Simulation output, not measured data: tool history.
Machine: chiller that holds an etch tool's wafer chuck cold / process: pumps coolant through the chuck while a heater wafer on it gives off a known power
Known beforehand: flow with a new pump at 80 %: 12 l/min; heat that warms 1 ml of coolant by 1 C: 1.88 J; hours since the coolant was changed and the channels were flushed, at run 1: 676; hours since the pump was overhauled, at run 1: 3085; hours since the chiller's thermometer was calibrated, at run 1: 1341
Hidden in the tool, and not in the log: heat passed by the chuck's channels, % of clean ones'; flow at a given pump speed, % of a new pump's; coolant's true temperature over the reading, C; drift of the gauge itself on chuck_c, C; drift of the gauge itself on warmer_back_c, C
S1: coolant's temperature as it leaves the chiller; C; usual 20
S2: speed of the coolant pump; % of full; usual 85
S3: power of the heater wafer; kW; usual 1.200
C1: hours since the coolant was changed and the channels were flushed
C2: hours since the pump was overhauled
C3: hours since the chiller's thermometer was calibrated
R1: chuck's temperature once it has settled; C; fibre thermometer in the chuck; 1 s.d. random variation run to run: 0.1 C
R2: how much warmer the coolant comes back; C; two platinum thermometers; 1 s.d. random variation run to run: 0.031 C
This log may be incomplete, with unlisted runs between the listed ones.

| run | hour | S1 | S2 | S3 | C1 | C2 | C3 | R1 | R2 |
|---|---|---|---|---|---|---|---|---|---|
| 1 | 0.0 | 20 | 85 | 1.200 | 676 | 3085 | 1341 | 32.0 | 3.00 |
| 2 | 109.2 | 28 | 85 | 1.200 | 785 | 3194 | 1451 | 40.1 | 3.01 |
| 3 | 165.0 | 28 | 85 | 1.200 | 841 | 3250 | 1506 | 40.1 | 2.99 |
| 4 | 249.5 | 28 | 85 | 1.200 | 926 | 3334 | 1591 | 40.0 | 2.99 |
| 5 | 313.4 | 28 | 85 | 1.200 | 990 | 3398 | 1655 | 40.2 | 2.98 |
| 6 | 372.8 | 28 | 85 | 1.200 | 1049 | 3458 | 1714 | 40.0 | 2.98 |
| 7 | 428.5 | 28 | 85 | 1.200 | 1105 | 3513 | 1770 | 39.9 | 2.93 |
| 8 | 486.2 | 14 | 65 | 1.200 | 1162 | 3571 | 1828 | 29.4 | 3.97 |
| 9 | 543.5 | 14 | 65 | 1.530 | 1220 | 3628 | 1885 | 33.5 | 5.05 |
| 10 | 606.0 | 18 | 65 | 1.530 | 1282 | 3691 | 1947 | 37.4 | 5.10 |
| 11 | 728.3 | 18 | 73 | 1.588 | 1404 | 3813 | 2070 | 36.1 | 4.58 |
| 12 | 786.0 | 16 | 60 | 1.200 | 1462 | 3871 | 2127 | 32.4 | 4.26 |
|  | 814.0 | chiller's thermometer calibrated |
| 13 | 856.1 | 13 | 91 | 1.200 | 1531 | 3940 | 42 | 24.6 | 2.69 |

Here are 3 independent what-if runs from the current tool condition. What would each one return?
| A | 979.5 | 11 | 71 | 1.200 | 1655 | 4063 | 166 | ? | ? |
| B | 979.5 | 13 | 99 | 1.012 | 1655 | 4063 | 166 | ? | ? |
| C | 979.5 | 18 | 91 | 1.200 | 1655 | 4063 | 166 | ? | ? |

| run | R1 | R2 |
|---|---|---|
| A | 25.2 | 3.49 |
| B | 22.0 | 2.02 |
| C | 29.2 | 2.69 |
What these runs would have given with no unlogged condition in the tool:
| run | R1 | R2 |
|---|---|---|
| A | 25.2 | 3.60 |
| B | 22.0 | 2.12 |
| C | 29.2 | 2.79 |
